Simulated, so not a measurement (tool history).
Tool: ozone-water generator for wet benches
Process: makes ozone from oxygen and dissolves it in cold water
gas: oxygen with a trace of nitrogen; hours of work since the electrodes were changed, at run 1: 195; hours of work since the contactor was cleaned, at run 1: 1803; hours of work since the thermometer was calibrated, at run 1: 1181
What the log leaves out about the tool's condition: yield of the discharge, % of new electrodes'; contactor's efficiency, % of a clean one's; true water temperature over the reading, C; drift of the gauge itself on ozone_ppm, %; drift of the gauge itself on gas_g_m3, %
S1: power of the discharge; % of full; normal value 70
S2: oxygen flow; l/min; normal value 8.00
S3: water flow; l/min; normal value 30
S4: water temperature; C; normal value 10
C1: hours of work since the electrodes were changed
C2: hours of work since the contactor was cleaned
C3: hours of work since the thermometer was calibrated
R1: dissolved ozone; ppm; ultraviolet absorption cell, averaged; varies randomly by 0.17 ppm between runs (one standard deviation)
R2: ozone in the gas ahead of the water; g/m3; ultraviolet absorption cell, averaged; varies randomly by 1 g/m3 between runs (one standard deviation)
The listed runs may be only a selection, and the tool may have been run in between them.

Run 1, hour 0.0: usual settings; C1 195; C2 1803; C3 1181. Result: R1 23.7 ppm, R2 172.1 g/m3.
Run 2, hour 41.1: usual settings but S2 5.56 l/min; C1 227; C2 1834; C3 1212. Result: R1 23.5 ppm, R2 218.2 g/m3.
Run 3, hour 85.4: usual settings; C1 261; C2 1868; C3 1246. Result: R1 23.7 ppm, R2 173.1 g/m3.
Run 4, hour 110.2: usual settings but S1 85 % of full; C1 280; C2 1887; C3 1265. Result: R1 28.1 ppm, R2 207.2 g/m3.
Run 5, hour 136.0: usual settings but S1 85 % of full; C1 300; C2 1907; C3 1285. Result: R1 28.4 ppm, R2 204.3 g/m3.
Run 6, hour 183.4: usual settings but S1 85 % of full; C1 336; C2 1944; C3 1321. Result: R1 28.5 ppm, R2 206.4 g/m3.
Run 7, hour 231.2: usual settings; C1 373; C2 1980; C3 1358. Result: R1 23.6 ppm, R2 172.8 g/m3.
Run 8, hour 272.9: usual settings; C1 405; C2 2012; C3 1390. Result: R1 23.6 ppm, R2 174.7 g/m3.
Run 9, hour 311.3: usual settings but S1 49 % of full, S2 8.53 l/min, S3 44 l/min, S4 7 C; C1 434; C2 2042; C3 1419. Result: R1 13.1 ppm, R2 120.0 g/m3.
Run 10, hour 355.8: usual settings but S2 5.92 l/min, S4 9 C; C1 468; C2 2076; C3 1454. Result: R1 23.9 ppm, R2 210.8 g/m3.
Run 11, hour 404.0: usual settings but S4 8 C; C1 505; C2 2113; C3 1491. Result: R1 24.4 ppm, R2 174.7 g/m3.
Run 12, hour 430.3: usual settings but S4 8 C; C1 525; C2 2133; C3 1511. Result: R1 24.1 ppm, R2 173.6 g/m3.
Run 13, hour 465.5: usual settings but S4 14 C; C1 552; C2 2160; C3 1538. Result: R1 22.6 ppm, R2 173.8 g/m3.
Run 14, hour 515.6: usual settings but S1 49 % of full, S4 14 C; C1 591; C2 2198; C3 1576. Result: R1 16.2 ppm, R2 124.6 g/m3.
Run 15, hour 540.9: usual settings but S2 7.03 l/min, S3 43 l/min, S4 6 C; C1 610; C2 2218; C3 1596. Result: R1 18.6 ppm, R2 190.6 g/m3.
Run 16, hour 574.6: usual settings but S2 7.72 l/min, S3 43 l/min, S4 6 C; C1 636; C2 2244; C3 1622. Result: R1 18.5 ppm, R2 179.7 g/m3.

Selected run-to-run steps in R2, each split into two signed amounts: the part the tool would show with no hidden state at all (from settings, incoming material and random variation), and the remainder, which goes to the hidden state together with any gauge scatter not common to the measured and the hidden-state-free results:
Run 9 -> 10: S1 49 -> 70, S2 8.53 -> 5.92, S3 44 -> 30, S4 7 -> 9. R2 +90.8 g/m3: hidden state +0.8, all else +90.0.

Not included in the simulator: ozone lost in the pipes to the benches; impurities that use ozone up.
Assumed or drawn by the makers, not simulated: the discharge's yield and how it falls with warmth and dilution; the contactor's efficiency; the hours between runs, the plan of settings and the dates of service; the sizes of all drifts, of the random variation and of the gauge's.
